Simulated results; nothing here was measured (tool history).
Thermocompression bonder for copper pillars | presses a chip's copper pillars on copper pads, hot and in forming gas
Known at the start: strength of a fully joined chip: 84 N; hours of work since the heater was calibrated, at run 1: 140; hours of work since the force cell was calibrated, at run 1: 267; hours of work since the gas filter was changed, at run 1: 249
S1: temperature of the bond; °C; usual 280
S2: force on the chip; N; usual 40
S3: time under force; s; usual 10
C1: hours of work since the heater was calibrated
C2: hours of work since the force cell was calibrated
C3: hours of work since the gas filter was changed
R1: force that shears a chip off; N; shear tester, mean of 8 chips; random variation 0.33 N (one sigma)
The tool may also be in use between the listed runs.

run 1 hour=0 | S1=280 S2=40 S3=10 | C1=140 C2=267 C3=249 | R1=41.2
run 2 hour=12 | S1=280 S2=40 S3=10 | C1=146 C2=274 C3=255 | R1=41
run 3 hour=19.7 | S1=280 S2=40 S3=10 | C1=150 C2=278 C3=260 | R1=41
run 4 hour=30 | S1=280 S2=40 S3=10 | C1=156 C2=283 C3=265 | R1=40.9
run 5 hour=39.6 | S1=280 S2=40 S3=6 | C1=161 C2=288 C3=270 | R1=34.2
-- hour=51.7 forming gas filter changed
run 6 hour=51.7 | S1=280 S2=57 S3=10 | C1=167 C2=295 C3=0 | R1=49.3
run 7 hour=63.8 | S1=280 S2=57 S3=10 | C1=174 C2=301 C3=7 | R1=49.3
run 8 hour=69.5 | S1=280 S2=40 S3=10 | C1=177 C2=304 C3=10 | R1=42.1
run 9 hour=78.7 | S1=280 S2=40 S3=10 | C1=182 C2=309 C3=14 | R1=42.1
run 10 hour=91.4 | S1=280 S2=31 S3=10 | C1=188 C2=316 C3=21 | R1=37.5
run 11 hour=99.3 | S1=280 S2=31 S3=10 | C1=193 C2=320 C3=25 | R1=37.5
-- hour=101.4 force cell calibrated
run 12 hour=111.3 | S1=283 S2=40 S3=10 | C1=198 C2=5 C3=31 | R1=44
run 13 hour=119.6 | S1=283 S2=40 S3=10 | C1=203 C2=10 C3=36 | R1=43.6
run 14 hour=129.1 | S1=283 S2=40 S3=10 | C1=208 C2=15 C3=41 | R1=43.5
run 15 hour=135.3 | S1=283 S2=40 S3=10 | C1=211 C2=18 C3=44 | R1=43.6
run 16 hour=145.6 | S1=283 S2=40 S3=10 | C1=217 C2=24 C3=49 | R1=43.8
run 17 hour=151.9 | S1=283 S2=40 S3=10 | C1=220 C2=27 C3=53 | R1=44.6
run 18 hour=164.1 | S1=280 S2=40 S3=10 | C1=227 C2=33 C3=59 | R1=42.8
run 19 hour=172.5 | S1=280 S2=40 S3=7 | C1=231 C2=38 C3=64 | R1=37.1
-- hour=175.7 force cell calibrated, once more
run 20 hour=185.1 | S1=280 S2=26 S3=10 | C1=237 C2=5 C3=70 | R1=34.3
run 21 hour=197.3 | S1=280 S2=46 S3=21 | C1=243 C2=12 C3=76 | R1=56
run 22 hour=205.9 | S1=280 S2=46 S3=21 | C1=248 C2=16 C3=81 | R1=56.3
run 23 hour=215.9 | S1=297 S2=25 S3=27 | C1=253 C2=21 C3=86 | R1=54.7
run 24 hour=227.8 | S1=297 S2=25 S3=27 | C1=260 C2=28 C3=93 | R1=54.1
run 25 hour=236.8 | S1=297 S2=25 S3=27 | C1=265 C2=33 C3=97 | R1=53.9
run 26 hour=242.6 | S1=297 S2=41 S3=16 | C1=268 C2=36 C3=100 | R1=56.2
run 27 hour=254.1 | S1=282 S2=50 S3=13 | C1=274 C2=42 C3=107 | R1=51
run 28 hour=263.8 | S1=282 S2=50 S3=13 | C1=279 C2=47 C3=112 | R1=51.5
run 29 hour=271.3 | S1=282 S2=50 S3=13 | C1=283 C2=51 C3=116 | R1=50.9
run 30 hour=277 | S1=297 S2=50 S3=13 | C1=286 C2=54 C3=119 | R1=56.2
run 31 hour=286.5 | S1=297 S2=50 S3=13 | C1=291 C2=59 C3=124 | R1=57.2
run 32 hour=293.9 | S1=273 S2=27 S3=23 | C1=295 C2=63 C3=128 | R1=43.6
run 33 hour=301.6 | S1=260 S2=31 S3=28 | C1=299 C2=67 C3=132 | R1=43.7
run 34 hour=314.2 | S1=283 S2=41 S3=12 | C1=306 C2=74 C3=139 | R1=46.7
run 35 hour=321.1 | S1=308 S2=35 S3=10 | C1=310 C2=78 C3=142 | R1=50.5
run 36 hour=328 | S1=309 S2=30 S3=26 | C1=313 C2=81 C3=146 | R1=61.6
run 37 hour=333.5 | S1=309 S2=30 S3=26 | C1=316 C2=84 C3=149 | R1=61.9
run 38 hour=341.2 | S1=309 S2=30 S3=26 | C1=320 C2=88 C3=153 | R1=61.7
run 39 hour=353.5 | S1=280 S2=32 S3=27 | C1=327 C2=95 C3=160 | R1=52.9

3 ways to go on from here, each from the tool as it stands after run 39. What would each give?
run A hour=359.3 | S1=298 S2=53 S3=8 | C1=330 C2=98 C3=163 | R1=?
run B hour=359.3 | S1=268 S2=53 S3=10 | C1=330 C2=98 C3=163 | R1=?
run C hour=359.3 | S1=280 S2=40 S3=28 | C1=330 C2=98 C3=163 | R1=?

run=A R1=51.6
run=B R1=42.8
run=C R1=57.9
Without the tool's hidden state the same runs would have given:
run=A R1=50.6
run=B R1=41.6
run=C R1=56.9
